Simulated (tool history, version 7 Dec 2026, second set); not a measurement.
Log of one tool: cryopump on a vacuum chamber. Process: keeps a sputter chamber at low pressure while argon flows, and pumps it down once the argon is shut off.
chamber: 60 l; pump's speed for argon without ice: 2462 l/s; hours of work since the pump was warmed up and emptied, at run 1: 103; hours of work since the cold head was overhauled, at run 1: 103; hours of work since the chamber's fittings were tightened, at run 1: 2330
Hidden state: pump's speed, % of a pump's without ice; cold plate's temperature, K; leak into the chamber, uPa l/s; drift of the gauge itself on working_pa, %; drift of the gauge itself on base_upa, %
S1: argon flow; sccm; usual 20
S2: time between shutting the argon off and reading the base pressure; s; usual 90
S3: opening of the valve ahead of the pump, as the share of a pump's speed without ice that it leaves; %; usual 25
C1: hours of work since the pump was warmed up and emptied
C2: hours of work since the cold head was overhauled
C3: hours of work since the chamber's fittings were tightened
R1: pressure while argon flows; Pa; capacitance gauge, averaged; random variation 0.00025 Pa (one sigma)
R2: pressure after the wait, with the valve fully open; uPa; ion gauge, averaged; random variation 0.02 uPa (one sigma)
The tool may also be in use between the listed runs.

run	hour	S1	S2	S3	C1	C2	C3	R1	R2
1	0	20	90	25	103	103	2330	0.0556	1.89
2	13.2	20	90	25	111	111	2338	0.0551	1.81
3	22.7	20	90	28	117	117	2343	0.0495	1.89
4	33.1	20	90	28	123	123	2349	0.0496	1.92
5	39.8	18	90	28	127	127	2353	0.045	1.87
6	50.6	18	90	28	133	133	2360	0.0452	1.88
7	59.1	18	90	28	139	139	2365	0.0447	1.82
8	70.7	18	90	28	145	145	2372	0.0446	1.93
9	82.2	13	90	25	152	152	2379	0.0359	1.91
10	91.5	13	90	25	158	158	2384	0.036	1.91
11	107	20	205	25	167	167	2394	0.0556	1.81
12	122.3	20	90	25	176	176	2403	0.0555	1.97
13	135.5	20	90	25	184	184	2411	0.0556	1.97
14	142.7	20	90	25	188	188	2415	0.0556	1.87
15	155.9	20	90	25	196	196	2423	0.0553	1.94
16	164.2	20	83	17	201	201	2428	0.0818	2.04
17	177.4	20	64	39	209	209	2436	0.036	2.04
18	193.3	17	110	17	219	219	2445	0.0694	1.99
19	204.9	17	110	25	226	226	2452	0.0475	2
20	213	20	110	25	230	230	2457	0.0557	1.97
# hour 221.4: leaking fittings of the chamber tightened, without venting
21	225.7	9	54	16	237	237	3	0.0394	0.42
22	234	9	54	45	242	242	7	0.014	0.41
23	244.2	9	54	45	248	248	14	0.0143	0.39
24	259.3	9	54	45	257	257	23	0.0141	0.42
25	273.3	20	22	25	265	265	31	0.056	0.87
26	280.3	11	27	25	269	269	35	0.0307	0.72
27	288.1	11	27	30	274	274	40	0.0257	0.7
28	297.1	23	288	16	279	279	45	0.1001	0.22
29	307.3	23	288	16	286	286	51	0.0998	0.23

4 ways to go on from here, each from the tool as it stands after run 29. What would each give?
A	315.1	26	56	54	290	290	56	?	?
B	315.1	19	90	22	290	290	56	?	?
C	315.1	12	288	16	290	290	56	?	?
D	315.1	23	288	18	290	290	56	?	?

run	R1	R2
A	0.0348	0.45
B	0.0603	0.38
C	0.0524	0.22
D	0.0891	0.24
Without the tool's hidden state the same runs would have given:
run	R1	R2
A	0.0332	0.4
B	0.0592	0.32
C	0.0517	0.17
D	0.0877	0.18

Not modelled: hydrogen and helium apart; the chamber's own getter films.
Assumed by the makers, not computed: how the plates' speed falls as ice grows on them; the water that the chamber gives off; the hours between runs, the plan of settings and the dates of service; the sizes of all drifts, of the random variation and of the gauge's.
